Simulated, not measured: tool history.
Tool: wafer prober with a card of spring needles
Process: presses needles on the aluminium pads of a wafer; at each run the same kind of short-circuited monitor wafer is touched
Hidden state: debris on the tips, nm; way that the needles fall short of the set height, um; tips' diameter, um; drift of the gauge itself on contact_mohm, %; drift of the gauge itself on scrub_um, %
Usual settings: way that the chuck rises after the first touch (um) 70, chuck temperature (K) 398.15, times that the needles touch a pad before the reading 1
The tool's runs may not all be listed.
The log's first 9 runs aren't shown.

run,hour,way that the chuck rises after the first touch (um),chuck temperature (K),times that the needles touch a pad before the reading,touches since the tips were cleaned,cleanings since the card got new needles,touches since the first contact's height was set,resistance of one needle with its contact and lead (mohm),way that a needle slides on the pad (um)
# hour 73.0: tips cleaned on abrasive film
10,75.9,70,398.15,1,1493,42,77657,198,10.93
# hour 81.8: tips cleaned on abrasive film
11,81.8,70,398.15,1,32,43,80607,172,10.87
12,86.7,70,398.15,1,2499,43,83074,223,10.86
# hour 91.4: tips cleaned on abrasive film
13,96.1,70,398.15,1,2346,44,87757,206,10.89
# hour 100.4: tips cleaned on abrasive film
14,101.4,70,398.15,1,493,45,90383,177,10.86
15,106.3,70,398.15,1,2997,45,92887,222,10.84
# hour 109.7: tips cleaned on abrasive film
16,111.4,70,398.15,1,825,46,95402,189,10.78
17,117.7,70,398.15,1,4018,46,98595,227,10.83
# hour 118.6: tips cleaned on abrasive film
# hour 127.5: tips cleaned on abrasive film
18,128.3,70,398.15,2,392,48,103882,170,10.82
# hour 137.2: tips cleaned on abrasive film
19,138.5,68,344.15,1,687,49,108991,188,10.46
# hour 145.9: tips cleaned on abrasive film
20,149.9,65,340.15,2,1986,50,114688,194,9.95
# hour 155.0: tips cleaned on abrasive film
21,156.9,70,340.15,1,959,51,118175,185,10.68
# hour 158.2: height of the first contact set anew
# hour 164.2: tips cleaned on abrasive film
22,164.4,52,340.15,2,84,52,3070,167,8.32
23,169.2,54,340.15,3,2532,52,5518,192,8.64
# hour 173.6: tips cleaned on abrasive film
24,177.5,62,346.15,3,1951,53,9637,177,9.85
# hour 182.6: tips cleaned on abrasive film
25,184.6,62,346.15,1,998,54,13165,189,9.86
# hour 191.4: tips cleaned on abrasive film
26,195.1,62,346.15,1,1895,55,18477,213,9.87
# hour 200.4: tips cleaned on abrasive film
27,206.0,58,301.15,2,2810,56,23903,204,9.20
# hour 209.7: tips cleaned on abrasive film
28,212.6,56,398.15,1,1485,57,27215,219,8.85
# hour 218.8: tips cleaned on abrasive film
29,223.6,73,309.15,1,2459,58,32745,210,11.54
# hour 228.0: tips cleaned on abrasive film
30,230.3,90,349.15,2,1152,59,36050,163,14.30
# hour 237.4: tips cleaned on abrasive film
31,239.5,78,299.15,1,1035,60,40660,175,12.35
32,245.8,68,336.15,1,4260,60,43885,238,10.80
# hour 246.8: tips cleaned on abrasive film
33,251.9,55,398.15,1,2567,61,46889,253,8.64

3 ways to go on from here, each from the tool as it stands after run 33. What would each give?
# hour 255.6: tips cleaned on abrasive film
A,258.3,70,375.15,1,1369,62,50113,?,?
# hour 255.6: tips cleaned on abrasive film
B,258.3,89,398.15,2,1369,62,50113,?,?
# hour 255.6: tips cleaned on abrasive film
C,258.3,80,308.15,2,1369,62,50113,?,?

run,resistance of one needle with its contact and lead (mohm),way that a needle slides on the pad (um)
A,196,10.98
B,172,14.05
C,163,12.58
Without the tool's hidden state the same runs would have given:
run,resistance of one needle with its contact and lead (mohm),way that a needle slides on the pad (um)
A,157,11.18
B,157,14.24
C,143,12.78
